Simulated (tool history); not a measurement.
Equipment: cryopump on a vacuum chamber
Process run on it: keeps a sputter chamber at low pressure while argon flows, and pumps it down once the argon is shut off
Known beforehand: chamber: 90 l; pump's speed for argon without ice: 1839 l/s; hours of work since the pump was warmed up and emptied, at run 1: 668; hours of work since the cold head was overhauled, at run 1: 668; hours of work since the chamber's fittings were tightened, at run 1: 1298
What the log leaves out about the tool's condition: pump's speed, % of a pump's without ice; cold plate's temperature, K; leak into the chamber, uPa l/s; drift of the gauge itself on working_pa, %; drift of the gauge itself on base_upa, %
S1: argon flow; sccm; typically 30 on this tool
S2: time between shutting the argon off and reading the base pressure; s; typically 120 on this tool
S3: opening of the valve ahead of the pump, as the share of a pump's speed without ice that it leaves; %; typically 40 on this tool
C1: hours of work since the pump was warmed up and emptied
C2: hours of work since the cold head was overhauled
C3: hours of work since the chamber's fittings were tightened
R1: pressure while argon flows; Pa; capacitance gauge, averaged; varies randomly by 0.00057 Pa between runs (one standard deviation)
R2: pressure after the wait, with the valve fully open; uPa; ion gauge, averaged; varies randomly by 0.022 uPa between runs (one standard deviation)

| run | day | S1 | S2 | S3 | C1 | C2 | C3 | R1 | R2 |
|---|---|---|---|---|---|---|---|---|---|
| 1 | 0.000 | 30 | 120 | 40 | 668 | 668 | 1298 | 0.0737 | 1.58 |
| 2 | 0.558 | 30 | 29 | 40 | 679 | 679 | 1309 | 0.0733 | 2.74 |
| 3 | 1.317 | 30 | 29 | 40 | 694 | 694 | 1324 | 0.0735 | 2.73 |
| 4 | 2.112 | 30 | 155 | 40 | 710 | 710 | 1340 | 0.0733 | 1.52 |
| 5 | 2.567 | 30 | 120 | 40 | 719 | 719 | 1349 | 0.0728 | 1.59 |
| 6 | 3.588 | 30 | 120 | 40 | 739 | 739 | 1369 | 0.0742 | 1.61 |
| 7 | 4.212 | 30 | 120 | 40 | 751 | 751 | 1381 | 0.0736 | 1.65 |
| 8 | 4.975 | 30 | 120 | 20 | 766 | 766 | 1396 | 0.1420 | 1.74 |
| 9 | 6.042 | 30 | 120 | 15 | 787 | 787 | 1417 | 0.1881 | 1.66 |
| 10 | 7.033 | 30 | 120 | 15 | 807 | 807 | 1437 | 0.1906 | 1.72 |
| 11 | 7.971 | 30 | 120 | 15 | 825 | 825 | 1455 | 0.1891 | 1.75 |
| 12 | 8.642 | 30 | 50 | 40 | 838 | 838 | 1468 | 0.0742 | 2.27 |
| 13 | 9.467 | 30 | 50 | 40 | 855 | 855 | 1485 | 0.0752 | 2.29 |
| 14 | 10.108 | 30 | 120 | 40 | 867 | 867 | 1497 | 0.0743 | 1.72 |
| 15 | 10.983 | 30 | 120 | 40 | 884 | 884 | 1514 | 0.0747 | 1.80 |
|  | 11.646 | pump warmed up, emptied and cooled again |
| 16 | 12.042 | 19 | 120 | 40 | 8 | 901 | 1531 | 0.0439 | 1.59 |
| 17 | 12.946 | 19 | 120 | 40 | 26 | 919 | 1549 | 0.0441 | 1.65 |
| 18 | 13.879 | 30 | 120 | 16 | 44 | 937 | 1567 | 0.1737 | 1.61 |
| 19 | 14.379 | 30 | 120 | 16 | 54 | 947 | 1577 | 0.1746 | 1.67 |
| 20 | 15.233 | 30 | 85 | 18 | 70 | 964 | 1594 | 0.1554 | 1.75 |
| 21 | 15.696 | 30 | 85 | 18 | 80 | 973 | 1603 | 0.1538 | 1.86 |
| 22 | 16.221 | 30 | 85 | 18 | 90 | 983 | 1613 | 0.1544 | 1.77 |
| 23 | 17.262 | 30 | 85 | 18 | 110 | 1004 | 1634 | 0.1556 | 1.85 |
| 24 | 18.188 | 30 | 85 | 18 | 129 | 1022 | 1652 | 0.1545 | 1.83 |
| 25 | 18.962 | 40 | 45 | 26 | 144 | 1037 | 1667 | 0.1427 | 2.32 |
| 26 | 19.475 | 32 | 22 | 21 | 154 | 1047 | 1677 | 0.1416 | 3.37 |
| 27 | 20.475 | 33 | 21 | 24 | 174 | 1067 | 1697 | 0.1285 | 3.42 |
| 28 | 21.500 | 33 | 21 | 24 | 194 | 1087 | 1717 | 0.1283 | 3.52 |
| 29 | 21.933 | 33 | 21 | 24 | 202 | 1095 | 1725 | 0.1275 | 3.54 |
| 30 | 22.712 | 23 | 232 | 34 | 218 | 1111 | 1741 | 0.0624 | 1.59 |
| 31 | 23.692 | 23 | 232 | 34 | 237 | 1130 | 1760 | 0.0643 | 1.65 |
| 32 | 24.583 | 45 | 24 | 54 | 254 | 1148 | 1778 | 0.0799 | 3.37 |
| 33 | 25.192 | 14 | 120 | 40 | 266 | 1160 | 1789 | 0.0336 | 1.83 |
| 34 | 25.817 | 14 | 243 | 29 | 279 | 1172 | 1802 | 0.0457 | 1.68 |

Alternative continuations, all from the tool just after run 34; predict every row:
| A | 26.646 | 14 | 120 | 16 | 295 | 1188 | 1818 | ? | ? |
| B | 26.646 | 17 | 65 | 16 | 295 | 1188 | 1818 | ? | ? |
| C | 26.646 | 30 | 120 | 57 | 295 | 1188 | 1818 | ? | ? |
| D | 26.646 | 34 | 157 | 22 | 295 | 1188 | 1818 | ? | ? |

| run | R1 | R2 |
|---|---|---|
| A | 0.0817 | 1.86 |
| B | 0.0986 | 2.18 |
| C | 0.0515 | 1.88 |
| D | 0.1458 | 1.81 |
With no hidden state in the tool, these same runs would have given:
| run | R1 | R2 |
|---|---|---|
| A | 0.0806 | 0.51 |
| B | 0.0973 | 0.84 |
| C | 0.0492 | 0.54 |
| D | 0.1432 | 0.46 |
